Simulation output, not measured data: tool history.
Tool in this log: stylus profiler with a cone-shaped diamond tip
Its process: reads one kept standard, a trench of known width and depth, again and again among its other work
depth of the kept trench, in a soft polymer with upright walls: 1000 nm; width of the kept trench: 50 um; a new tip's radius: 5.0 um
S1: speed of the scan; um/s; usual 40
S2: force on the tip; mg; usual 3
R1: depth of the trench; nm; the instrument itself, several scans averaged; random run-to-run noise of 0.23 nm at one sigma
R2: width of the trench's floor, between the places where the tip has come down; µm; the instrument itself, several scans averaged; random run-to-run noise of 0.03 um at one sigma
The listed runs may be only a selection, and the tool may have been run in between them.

run,hour,S1,S2,R1,R2
1,0,40,3,1010,43.77
2,8.7,40,3,1010.02,43.74
3,23.2,40,3,1009.77,43.77
4,35.2,40,3,1009.78,43.6
5,43.6,40,3,1009.94,43.64
6,59.2,56,3,1010.05,43.6
7,78.6,56,3,1009.85,43.49
8,86.9,56,3,1010.1,43.48
9,104.6,56,3,1010.23,43.45
10,119.4,103,3,1010.36,43.31
11,138.9,40,3,1010.04,43.47
12,156.1,40,8.82,1020.3,43.43
13,173.1,40,6.97,1017.56,43.4
14,183.4,112,6.97,1017.33,43.19
15,202.4,112,6.97,1017.41,43.18
16,215.5,72,3,1010.3,43.14
17,234.7,18,1.13,1005.94,43.21
18,253.9,19,3.87,1012.24,43.29
19,267.7,36,1.23,1006.09,43.17
20,284.4,58,1.23,1006.14,42.97
21,299.8,71,2.44,1009.53,42.94
22,313,84,1.33,1006.34,42.84
23,321.2,23,4.22,1012.82,43.06
24,330.9,23,4.22,1013.54,43.08
25,348.1,23,1.25,1006.34,43
26,364,23,1.25,1006.77,42.98
27,382.8,23,1.25,1006.94,42.83
28,395,88,8.42,1020.05,42.82
29,407.6,14,1.12,1006.17,42.87

Predict each of these 3 candidate next runs independently; none follows another, all start after run 29:
A,418.4,22,3,?,?
B,418.4,13,1.88,?,?
C,418.4,26,3,?,?

run,R1,R2
A,1011.02,42.92
B,1008.13,42.85
C,1010.24,42.88
Without the tool's unlogged condition, the same runs would have read:
run,R1,R2
A,1009.47,44
B,1006.58,43.93
C,1008.69,43.96
